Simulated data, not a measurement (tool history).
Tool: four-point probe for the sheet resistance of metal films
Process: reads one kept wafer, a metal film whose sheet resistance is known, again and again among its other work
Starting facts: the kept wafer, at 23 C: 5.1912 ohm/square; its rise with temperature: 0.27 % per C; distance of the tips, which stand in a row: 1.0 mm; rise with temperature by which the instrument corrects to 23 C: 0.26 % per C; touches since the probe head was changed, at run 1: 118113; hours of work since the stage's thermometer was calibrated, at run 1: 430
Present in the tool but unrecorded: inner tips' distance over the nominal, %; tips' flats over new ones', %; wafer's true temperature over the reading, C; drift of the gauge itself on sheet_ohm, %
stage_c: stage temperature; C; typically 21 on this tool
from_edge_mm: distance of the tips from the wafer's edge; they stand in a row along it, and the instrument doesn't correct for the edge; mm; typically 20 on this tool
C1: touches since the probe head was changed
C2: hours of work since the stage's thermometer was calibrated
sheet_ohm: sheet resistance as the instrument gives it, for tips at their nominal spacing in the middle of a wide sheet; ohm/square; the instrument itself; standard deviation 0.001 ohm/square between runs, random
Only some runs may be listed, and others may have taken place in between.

Run 1, hour 0.0: usual settings; C1 118113; C2 430. Result: sheet_ohm 5.112084 ohm/square.
At hour 6.0: new probe head fitted.
Run 2, hour 71.2: usual settings; C1 3207; C2 476. Result: sheet_ohm 5.189847 ohm/square.
Run 3, hour 139.1: usual settings; C1 6544; C2 521. Result: sheet_ohm 5.190801 ohm/square.
Run 4, hour 205.8: usual settings; C1 9818; C2 566. Result: sheet_ohm 5.186320 ohm/square.
Run 5, hour 271.0: usual settings but from_edge_mm 6 mm; C1 13023; C2 609. Result: sheet_ohm 5.254793 ohm/square.
Run 6, hour 352.9: usual settings; C1 17047; C2 664. Result: sheet_ohm 5.181779 ohm/square.
Run 7, hour 429.2: usual settings; C1 20796; C2 714. Result: sheet_ohm 5.178941 ohm/square.
Run 8, hour 502.1: usual settings; C1 24377; C2 763. Result: sheet_ohm 5.176464 ohm/square.
Run 9, hour 575.6: usual settings; C1 27988; C2 812. Result: sheet_ohm 5.174170 ohm/square.
Run 10, hour 645.6: usual settings; C1 31429; C2 858. Result: sheet_ohm 5.170795 ohm/square.
Run 11, hour 687.6: usual settings but from_edge_mm 6 mm; C1 33492; C2 886. Result: sheet_ohm 5.239399 ohm/square.
Run 12, hour 761.7: usual settings but from_edge_mm 57 mm; C1 37133; C2 935. Result: sheet_ohm 5.162662 ohm/square.
Run 13, hour 808.3: usual settings but stage_c 32 C, from_edge_mm 57 mm; C1 39420; C2 966. Result: sheet_ohm 5.171848 ohm/square.
Run 14, hour 858.2: usual settings; C1 41876; C2 1000. Result: sheet_ohm 5.164469 ohm/square.
Run 15, hour 923.6: usual settings; C1 45086; C2 1043. Result: sheet_ohm 5.163664 ohm/square.
Run 16, hour 974.0: usual settings; C1 47563; C2 1076. Result: sheet_ohm 5.160709 ohm/square.
Run 17, hour 1027.1: usual settings; C1 50174; C2 1112. Result: sheet_ohm 5.161709 ohm/square.
Run 18, hour 1100.3: usual settings but stage_c 25 C; C1 53770; C2 1160. Result: sheet_ohm 5.160089 ohm/square.
Run 19, hour 1155.2: usual settings but stage_c 22 C; C1 56467; C2 1197. Result: sheet_ohm 5.155308 ohm/square.
Run 20, hour 1237.6: usual settings but stage_c 28 C; C1 60515; C2 1252. Result: sheet_ohm 5.159804 ohm/square.
Run 21, hour 1298.7: usual settings but stage_c 28 C; C1 63518; C2 1292. Result: sheet_ohm 5.158324 ohm/square.
Run 22, hour 1340.8: usual settings but stage_c 28 C; C1 65583; C2 1320. Result: sheet_ohm 5.155591 ohm/square.
Run 23, hour 1403.6: usual settings but stage_c 28 C; C1 68673; C2 1362. Result: sheet_ohm 5.153836 ohm/square.
Run 24, hour 1478.0: usual settings but stage_c 20 C, from_edge_mm 6 mm; C1 72328; C2 1412. Result: sheet_ohm 5.214426 ohm/square.
Run 25, hour 1514.5: usual settings but stage_c 20 C, from_edge_mm 38 mm; C1 74120; C2 1436. Result: sheet_ohm 5.139317 ohm/square.
Run 26, hour 1596.8: usual settings but stage_c 20 C, from_edge_mm 38 mm; C1 78165; C2 1491. Result: sheet_ohm 5.133714 ohm/square.
Run 27, hour 1660.8: usual settings but stage_c 20 C, from_edge_mm 38 mm; C1 81306; C2 1533. Result: sheet_ohm 5.133339 ohm/square.
Run 28, hour 1736.7: usual settings but stage_c 25 C, from_edge_mm 16 mm; C1 85039; C2 1584. Result: sheet_ohm 5.144170 ohm/square.
Run 29, hour 1783.4: usual settings but stage_c 30 C, from_edge_mm 52 mm; C1 87333; C2 1615. Result: sheet_ohm 5.137904 ohm/square.
Run 30, hour 1837.9: usual settings but stage_c 31 C, from_edge_mm 18 mm; C1 90008; C2 1651. Result: sheet_ohm 5.143336 ohm/square.
Run 31, hour 1902.1: usual settings but stage_c 28 C; C1 93164; C2 1694. Result: sheet_ohm 5.137751 ohm/square.
Run 32, hour 1943.0: usual settings but stage_c 28 C; C1 95172; C2 1721. Result: sheet_ohm 5.134098 ohm/square.
Run 33, hour 2024.8: usual settings but stage_c 30 C, from_edge_mm 13 mm; C1 99191; C2 1775. Result: sheet_ohm 5.144329 ohm/square.
Run 34, hour 2078.2: usual settings but stage_c 18 C, from_edge_mm 3 mm; C1 101816; C2 1811. Result: sheet_ohm 5.403298 ohm/square.
Run 35, hour 2140.1: usual settings but stage_c 19 C, from_edge_mm 24 mm; C1 104855; C2 1852. Result: sheet_ohm 5.119349 ohm/square.
Run 36, hour 2221.5: usual settings but stage_c 19 C; C1 108854; C2 1906. Result: sheet_ohm 5.117905 ohm/square.
Run 37, hour 2297.0: usual settings but stage_c 33 C, from_edge_mm 13 mm; C1 112564; C2 1956. Result: sheet_ohm 5.136795 ohm/square.
Run 38, hour 2358.2: usual settings but stage_c 19 C; C1 115571; C2 1997. Result: sheet_ohm 5.114678 ohm/square.
Run 39, hour 2405.5: usual settings but from_edge_mm 10 mm; C1 117898; C2 2028. Result: sheet_ohm 5.133348 ohm/square.
At hour 2413.6: new probe head fitted.
Run 40, hour 2445.4: usual settings but from_edge_mm 46 mm; C1 1561; C2 2054. Result: sheet_ohm 5.232636 ohm/square.
Run 41, hour 2509.9: usual settings but from_edge_mm 46 mm; C1 4730; C2 2097. Result: sheet_ohm 5.227294 ohm/square.
Run 42, hour 2579.6: usual settings but from_edge_mm 46 mm; C1 8154; C2 2143. Result: sheet_ohm 5.226157 ohm/square.
Run 43, hour 2623.3: usual settings but stage_c 22 C, from_edge_mm 19 mm; C1 10304; C2 2172. Result: sheet_ohm 5.233577 ohm/square.
Run 44, hour 2669.7: usual settings but stage_c 20 C; C1 12582; C2 2203. Result: sheet_ohm 5.227553 ohm/square.
Run 45, hour 2709.4: usual settings but from_edge_mm 17 mm; C1 14532; C2 2230. Result: sheet_ohm 5.232368 ohm/square.

Describe how what the log doesn't record of the tool's condition differs between the last listed run preceding each entry between runs and the first listed run following it.
Run 1 -> run 2: new probe head fitted (hour 6.0)
  inner tips' distance over the nominal, %: -1.501 -> -0.088; tips' flats over new ones', %: 51 -> 1; wafer's true temperature over the reading, C: 0.01 -> 0.02
  the result without the hidden state subtracted from the measured one, sheet_ohm: -0.084065 -> -0.004696 ohm/square
Run 39 -> run 40: new probe head fitted (hour 2413.6)
  inner tips' distance over the nominal, %: -1.531 -> 0.669; tips' flats over new ones', %: 53 -> 1; wafer's true temperature over the reading, C: 0.26 -> 0.27
  the result without the hidden state subtracted from the measured one, sheet_ohm: -0.082462 -> +0.041503 ohm/square
